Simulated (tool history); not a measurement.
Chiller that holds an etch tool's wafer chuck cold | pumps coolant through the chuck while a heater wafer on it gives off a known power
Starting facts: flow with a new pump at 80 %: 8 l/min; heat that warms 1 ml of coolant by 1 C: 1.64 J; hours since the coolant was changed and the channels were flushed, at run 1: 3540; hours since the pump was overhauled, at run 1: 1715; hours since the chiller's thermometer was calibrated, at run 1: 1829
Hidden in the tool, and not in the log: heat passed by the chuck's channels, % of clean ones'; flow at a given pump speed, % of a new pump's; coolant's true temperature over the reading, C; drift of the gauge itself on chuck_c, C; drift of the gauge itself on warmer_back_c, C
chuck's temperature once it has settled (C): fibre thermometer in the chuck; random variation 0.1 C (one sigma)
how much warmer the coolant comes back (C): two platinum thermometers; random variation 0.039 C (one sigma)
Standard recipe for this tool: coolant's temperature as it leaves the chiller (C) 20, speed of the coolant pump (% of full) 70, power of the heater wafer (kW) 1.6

run     day  coolant's temperature as it leaves the chiller (C)  speed of the coolant pump (% of full)  power of the heater wafer (kW)  hours since the coolant was changed and the channels were flushed  hours since the pump was overhauled  hours since the chiller's thermometer was calibrated  chuck's temperature once it has settled (C)  how much warmer the coolant comes back (C)
  1       0                                                  20                                     70                             1.6                                                               3540                                 1715                                                  1829                                         34.9                                        8.35
  2   3.379                                                  20                                     70                           1.149                                                               3621                                 1796                                                  1910                                         30.7                                        5.96
  3   5.308                                                  20                                     70                             1.6                                                               3667                                 1842                                                  1956                                         34.8                                        8.26
  4   7.762                                                  20                                     70                             1.6                                                               3726                                 1901                                                  2015                                           35                                         8.3
  5  11.296                                                  13                                     70                             1.6                                                               3811                                 1986                                                  2100                                         27.9                                        8.29
  6  13.038                                                  13                                     70                             1.6                                                               3853                                 2028                                                  2142                                         27.9                                        8.25
  7  14.521                                                  20                                     85                             1.6                                                               3888                                 2063                                                  2177                                         32.5                                        6.94
  8  16.292                                                  20                                     85                             1.6                                                               3931                                 2106                                                  2220                                         32.5                                        6.95
  9  19.383                                                  20                                     85                             1.6                                                               4005                                 2180                                                  2294                                         32.5                                         6.9
 10  21.308                                                  20                                     70                           1.938                                                               4051                                 2226                                                  2340                                           38                                       10.09
 11  24.425                                                  20                                     70                           1.034                                                               4126                                 2301                                                  2415                                         29.3                                        5.38
 12  27.633                                                  20                                     70                           1.034                                                               4203                                 2378                                                  2492                                         29.5                                        5.44
 13  29.296                                                  20                                     70                           1.034                                                               4243                                 2418                                                  2532                                         29.5                                        5.38
 14  31.512                                                  20                                     69                           1.034                                                               4296                                 2471                                                  2585                                         29.8                                        5.54
 15  34.167                                                  20                                     70                           1.516                                                               4360                                 2535                                                  2649                                         33.9                                        7.96
 16  37.371                                                  20                                     70                           1.516                                                               4437                                 2612                                                  2726                                           34                                        7.93
 17   39.95                                                  20                                     70                           1.516                                                               4499                                 2673                                                  2788                                           34                                        7.96
 18  42.925                                                  11                                    100                           0.905                                                               4570                                 2745                                                  2859                                         17.1                                        3.49
     44.592  -- chiller's thermometer calibrated
 19  45.675                                                  11                                    100                           0.905                                                               4635                                 2810                                                    26                                         17.1                                        3.35
 20  47.733                                                  18                                     60                           1.568                                                               4685                                 2859                                                    75                                         34.7                                        9.57
 21  50.008                                                  20                                     70                            0.96                                                               4739                                 2914                                                   130                                         28.9                                        5.08
 22  52.262                                                  18                                     88                           2.172                                                               4793                                 2968                                                   184                                         34.5                                        9.23
 23  55.554                                                  20                                     68                           1.636                                                               4872                                 3047                                                   263                                         35.6                                        8.89
 24  58.771                                                  20                                     68                           1.636                                                               4949                                 3124                                                   340                                         35.5                                        8.84
 25  62.017                                                  12                                     68                           1.636                                                               5027                                 3202                                                   418                                         27.6                                        8.89
 26  64.988                                                  12                                     84                           1.052                                                               5099                                 3273                                                   490                                         20.1                                        4.71
 27  68.325                                                  12                                     84                           1.052                                                               5179                                 3353                                                   570                                         20.3                                        4.76
 28  69.925                                                  20                                     94                           1.022                                                               5217                                 3392                                                   608                                         27.3                                        4.19
 29  73.267                                                  15                                     70                           1.559                                                               5297                                 3472                                                   688                                         29.4                                         8.3
 30  76.383                                                  14                                     65                           0.996                                                               5372                                 3547                                                   763                                         23.8                                        5.75
 31  78.688                                                  19                                     64                           2.206                                                               5427                                 3602                                                   818                                         41.1                                       12.62
 32  80.592                                                  19                                     64                           2.206                                                               5473                                 3648                                                   864                                         41.3                                       12.67
 33  82.583                                                  19                                     64                           2.206                                                               5521                                 3696                                                   912                                         41.2                                       12.69

Pick out some run-to-run changes in how much warmer the coolant comes back (C). Of each, how much would a tool without hidden state show as well, from the settings, what came in and chance, and how much is left for the hidden state and any gauge scatter not in both results compared?
Run 1 -> 2: power of the heater wafer (kW) 1.6 -> 1.149. how much warmer the coolant comes back (C) -2.39: hidden state +0.01, all else -2.4.
Run 2 -> 3: power of the heater wafer (kW) 1.149 -> 1.6. how much warmer the coolant comes back (C) +2.3: hidden state +0.01, all else +2.29.
Run 3 -> 4: settings left as they were, no log entry in between. how much warmer the coolant comes back (C) +0.04: hidden state +0.01, all else +0.03.
Run 10 -> 11: power of the heater wafer (kW) 1.938 -> 1.034. how much warmer the coolant comes back (C) -4.71: hidden state +0.01, all else -4.72.
Run 19 -> 20: coolant's temperature as it leaves the chiller (C) 11 -> 18, speed of the coolant pump (% of full) 100 -> 60, power of the heater wafer (kW) 0.905 -> 1.568. how much warmer the coolant comes back (C) +6.22: hidden state +0.01, all else +6.21.
Run 30 -> 31: coolant's temperature as it leaves the chiller (C) 14 -> 19, speed of the coolant pump (% of full) 65 -> 64, power of the heater wafer (kW) 0.996 -> 2.206. how much warmer the coolant comes back (C) +6.87: hidden state +0.01, all else +6.86.
